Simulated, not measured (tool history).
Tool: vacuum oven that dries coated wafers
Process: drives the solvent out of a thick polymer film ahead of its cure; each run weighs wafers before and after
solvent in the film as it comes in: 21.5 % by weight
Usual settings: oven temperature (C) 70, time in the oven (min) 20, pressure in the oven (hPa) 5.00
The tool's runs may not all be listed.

Run 1, hour 0.0: usual settings. Result: solvent left in the film (%) 1.09.
Run 2, hour 28.9: usual settings but pressure in the oven (hPa) 2.74. Result: solvent left in the film (%) 0.98.
Run 3, hour 56.5: usual settings but pressure in the oven (hPa) 2.74. Result: solvent left in the film (%) 0.95.
Run 4, hour 79.4: usual settings but pressure in the oven (hPa) 2.74. Result: solvent left in the film (%) 0.96.
Run 5, hour 114.6: usual settings but pressure in the oven (hPa) 2.74. Result: solvent left in the film (%) 0.96.
Run 6, hour 130.6: usual settings but time in the oven (min) 11. Result: solvent left in the film (%) 3.42.
Run 7, hour 149.9: usual settings but time in the oven (min) 11. Result: solvent left in the film (%) 3.42.
Run 8, hour 185.8: usual settings but time in the oven (min) 15. Result: solvent left in the film (%) 1.98.
Run 9, hour 210.3: usual settings but time in the oven (min) 15. Result: solvent left in the film (%) 1.93.
Run 10, hour 240.0: usual settings. Result: solvent left in the film (%) 1.06.
Run 11, hour 268.8: usual settings. Result: solvent left in the film (%) 1.06.
Run 12, hour 303.6: usual settings. Result: solvent left in the film (%) 1.06.
Run 13, hour 325.2: usual settings but oven temperature (C) 64. Result: solvent left in the film (%) 2.94.
Run 14, hour 356.7: usual settings but oven temperature (C) 64. Result: solvent left in the film (%) 2.93.
Run 15, hour 372.7: usual settings but oven temperature (C) 64. Result: solvent left in the film (%) 2.91.

Forecast run 16:
Run 16, hour 393.4: usual settings but oven temperature (C) 64. Result: solvent left in the film (%) ?.

Run 16 gave solvent left in the film (%) 2.92.
Without the tool's hidden state the same run would have given solvent left in the film (%) 3.23.
